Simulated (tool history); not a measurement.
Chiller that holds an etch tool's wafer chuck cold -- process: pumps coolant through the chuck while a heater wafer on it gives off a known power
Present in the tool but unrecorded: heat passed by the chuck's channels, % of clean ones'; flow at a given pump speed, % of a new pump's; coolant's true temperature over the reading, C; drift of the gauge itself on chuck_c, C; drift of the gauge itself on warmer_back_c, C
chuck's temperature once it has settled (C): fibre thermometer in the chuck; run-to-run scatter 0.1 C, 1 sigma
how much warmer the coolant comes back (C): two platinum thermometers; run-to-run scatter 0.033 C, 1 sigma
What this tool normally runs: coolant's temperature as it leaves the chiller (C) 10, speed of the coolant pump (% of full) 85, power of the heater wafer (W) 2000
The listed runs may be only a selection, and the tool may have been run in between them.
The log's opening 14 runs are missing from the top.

run      day  coolant's temperature as it leaves the chiller (C)  speed of the coolant pump (% of full)  power of the heater wafer (W)  hours since the coolant was changed and the channels were flushed  hours since the pump was overhauled  hours since the chiller's thermometer was calibrated  chuck's temperature once it has settled (C)  how much warmer the coolant comes back (C)
 15   90.733                                                  10                                     85                           2000                                                               5972                                 8652                                                  4849                                         33.7                                        5.48
      92.529  -- chiller's thermometer calibrated
 16   94.971                                                  10                                     85                           2000                                                               6073                                 8753                                                    59                                         33.6                                        5.51
 17  100.533                                                  10                                     85                           2000                                                               6206                                 8886                                                   192                                         33.6                                        5.54
 18  107.383                                                  12                                     64                           2000                                                               6371                                 9051                                                   357                                         42.6                                        7.67
 19  111.971                                                   3                                     86                           1220                                                               6481                                 9161                                                   467                                         17.8                                        3.33
 20  119.642                                                  19                                     65                           1341                                                               6665                                 9345                                                   651                                         39.7                                        5.09
 21  126.738                                                  17                                     65                           1171                                                               6835                                 9515                                                   821                                         35.1                                        4.44
     129.046  -- coolant changed, channels flushed
 22  134.446                                                  13                                     62                           1418                                                                130                                 9694                                                  1000                                         33.5                                        5.65
 23   140.75                                                  13                                     78                           1418                                                                281                                 9845                                                  1151                                         29.8                                        4.39
 24  145.196                                                  13                                     78                           2898                                                                388                                 9952                                                  1258                                         47.2                                           9
 25  150.429                                                  13                                     78                           1233                                                                513                                10078                                                  1384                                         27.8                                        3.83
 26  154.892                                                  13                                     78                           1233                                                                620                                10185                                                  1491                                           28                                        3.89
 27  161.488                                                   8                                     96                           1441                                                                779                                10343                                                  1649                                         22.6                                         3.6
 28  170.271                                                   8                                     96                           1441                                                                989                                10554                                                  1860                                         22.5                                        3.62
 29  178.104                                                   8                                     96                           1441                                                               1177                                10742                                                  2048                                         22.5                                         3.6
 30  182.083                                                   8                                     96                           1441                                                               1273                                10837                                                  2143                                         22.9                                        3.64
 31  188.567                                                  12                                     86                           1543                                                               1429                                10993                                                  2299                                         29.5                                        4.37
 32  192.621                                                  11                                     86                           1003                                                               1526                                11090                                                  2396                                         22.6                                        2.88
 33   198.95                                                   1                                     61                           1121                                                               1678                                11242                                                  2548                                         18.5                                        4.81

What if the next run were any one of these 3? Each begins from the tool's condition after run 33:
     204.179  -- coolant pump overhauled
  A  207.15                                                   3                                     89                           1907                                                               1870                                   71                                                  2740                                            ?                                           ?
     204.179  -- coolant pump overhauled
  B  207.15                                                  10                                     62                           2966                                                               1870                                   71                                                  2740                                            ?                                           ?
     204.179  -- coolant pump overhauled
  C  207.15                                                   1                                     61                           1089                                                               1870                                   71                                                  2740                                            ?                                           ?

run  chuck's temperature once it has settled (C)  how much warmer the coolant comes back (C)
  A                                         20.2                                        4.09
  B                                         46.7                                        9.46
  C                                         14.9                                        3.57
Without the tool's unlogged condition, the same runs would have read:
run  chuck's temperature once it has settled (C)  how much warmer the coolant comes back (C)
  A                                         19.5                                         4.1
  B                                         45.4                                        9.49
  C                                         14.2                                        3.59
